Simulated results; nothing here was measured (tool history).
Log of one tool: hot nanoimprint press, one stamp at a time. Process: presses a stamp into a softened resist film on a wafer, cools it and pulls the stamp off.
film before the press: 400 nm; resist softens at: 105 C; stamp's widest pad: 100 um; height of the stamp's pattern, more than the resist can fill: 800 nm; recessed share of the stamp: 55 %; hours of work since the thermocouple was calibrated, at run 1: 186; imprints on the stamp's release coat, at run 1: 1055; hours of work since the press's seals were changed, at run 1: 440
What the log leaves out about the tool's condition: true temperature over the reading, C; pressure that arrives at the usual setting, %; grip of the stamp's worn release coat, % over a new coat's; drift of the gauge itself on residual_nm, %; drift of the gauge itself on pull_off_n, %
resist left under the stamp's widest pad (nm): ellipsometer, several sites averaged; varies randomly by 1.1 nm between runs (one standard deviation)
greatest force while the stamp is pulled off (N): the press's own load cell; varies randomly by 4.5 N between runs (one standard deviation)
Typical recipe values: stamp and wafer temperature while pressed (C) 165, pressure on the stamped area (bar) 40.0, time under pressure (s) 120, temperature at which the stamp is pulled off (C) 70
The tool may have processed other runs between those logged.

run,day,stamp and wafer temperature while pressed (C),pressure on the stamped area (bar),time under pressure (s),temperature at which the stamp is pulled off (C),hours of work since the thermocouple was calibrated,imprints on the stamp's release coat,hours of work since the press's seals were changed,resist left under the stamp's widest pad (nm),greatest force while the stamp is pulled off (N)
1,0.000,165,40.0,120,70,186,1055,440,166.1,322
2,0.679,165,40.0,120,70,199,1119,453,164.2,330
3,1.054,165,40.0,120,70,206,1155,460,165.0,321
4,1.583,165,40.0,120,70,216,1205,470,164.7,330
# day 2.329: stamp cleaned and given a new release coat
5,2.329,165,40.0,120,70,225,0,479,166.2,215
6,2.958,165,40.0,120,70,237,59,491,166.0,226
7,3.446,165,40.0,120,70,246,106,500,164.4,229
8,3.812,165,40.0,120,70,253,140,507,166.9,233
9,4.342,165,40.0,120,70,263,190,517,166.1,233
10,4.704,165,40.0,120,70,270,225,524,166.7,244
11,4.988,165,40.0,120,76,275,252,529,167.7,231
12,5.638,165,40.0,205,56,288,313,542,135.1,273
13,6.104,172,42.7,64,71,297,357,550,141.6,251
14,6.783,165,40.0,108,58,309,422,563,179.0,263
15,7.225,165,33.7,120,56,318,464,571,180.4,278
16,7.508,165,26.3,120,71,323,490,577,201.1,266
17,7.929,165,26.3,120,71,331,530,585,202.9,265
18,8.467,165,40.0,120,71,341,581,595,168.6,272
19,9.121,165,40.0,120,71,353,643,607,169.1,281
20,9.688,165,40.0,120,71,364,697,618,170.7,279
21,10.021,155,25.9,160,71,370,729,624,302.3,289

5 options for the next run, each taken on its own from the tool as it stands now. Forecast them:
A,10.333,165,40.0,149,65,376,758,630,?,?
B,10.333,174,57.0,120,65,376,758,630,?,?
C,10.333,155,56.9,160,70,376,758,630,?,?
D,10.333,155,45.5,188,62,376,758,630,?,?
E,10.333,165,28.2,120,70,376,758,630,?,?

run,resist left under the stamp's widest pad (nm),greatest force while the stamp is pulled off (N)
A,155.8,301
B,84.2,297
C,241.5,283
D,244.0,303
E,197.8,298
Without the tool's unlogged condition, the same runs would have read:
run,resist left under the stamp's widest pad (nm),greatest force while the stamp is pulled off (N)
A,144.9,227
B,77.8,224
C,224.6,213
D,228.2,228
E,186.0,224
